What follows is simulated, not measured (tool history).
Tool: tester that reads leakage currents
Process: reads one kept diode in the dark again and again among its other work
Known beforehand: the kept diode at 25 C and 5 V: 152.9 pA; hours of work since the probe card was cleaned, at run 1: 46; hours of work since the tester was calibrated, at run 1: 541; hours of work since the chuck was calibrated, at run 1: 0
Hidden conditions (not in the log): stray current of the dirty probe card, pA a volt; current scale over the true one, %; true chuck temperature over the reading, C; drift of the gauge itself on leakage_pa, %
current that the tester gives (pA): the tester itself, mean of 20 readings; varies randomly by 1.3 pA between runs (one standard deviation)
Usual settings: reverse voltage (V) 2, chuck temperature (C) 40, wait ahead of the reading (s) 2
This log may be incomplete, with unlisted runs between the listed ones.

run,day,reverse voltage (V),chuck temperature (C),wait ahead of the reading (s),hours of work since the probe card was cleaned,hours of work since the tester was calibrated,hours of work since the chuck was calibrated,current that the tester gives (pA)
1,0,2,40,2,46,541,0,424.94
2,2.521,4.99,40,2,84,578,37,573.53
3,5.725,4.99,40,2,131,626,85,569.19
4,8.267,7.11,40,2,169,663,122,636.23
5,11.729,7.11,40,2,220,714,173,634.12
6,13.829,7.11,40,2,251,745,204,631.05
7,18.292,7.11,40,2,317,811,270,623.6
8,20.225,7.11,40,1.69,346,840,299,618.7
9,22.312,2,32,2,376,871,330,202.59
10,25.812,2,43,2,428,923,382,521.07
11,29.271,2,35,2,479,974,433,259.15
12,31.558,2,35,2,513,1008,467,259.13
13,35.062,13.34,41,6.63,565,1059,518,802.46
14,38.733,13.34,56,8.11,619,1114,573,2692.98
15,41.067,13.34,56,8.11,654,1148,607,2671.94
16,44.188,11.36,25,2,700,1194,653,184.65
17,46.754,1.53,27,2,738,1232,691,110.75
18,50.329,1.53,27,2,791,1285,744,110.05
19,53.729,17.76,54,2.56,841,1335,795,2446.65
20,56.129,1.15,47,4.28,876,1371,830,564.3
21,59.888,1.15,47,4.28,932,1426,886,560.66
22,62.167,3.25,47,0.85,966,1460,919,787.17
23,65.588,10.94,53,3.49,1016,1511,970,1887.6
24,68.146,1.24,40,0.48,1054,1549,1008,313.56

Predict each of these 3 candidate next runs independently; none follows another, all start after run 24:
A,71.15,1.29,41,8.77,1099,1593,1052,?
B,71.15,8.02,30,2,1099,1593,1052,?
C,71.15,1.24,23,1.02,1099,1593,1052,?

run,current that the tester gives (pA)
A,343.31
B,242.82
C,67.33
Without the tool's unlogged condition, the same runs would have read:
run,current that the tester gives (pA)
A,409.28
B,285.84
C,80.99
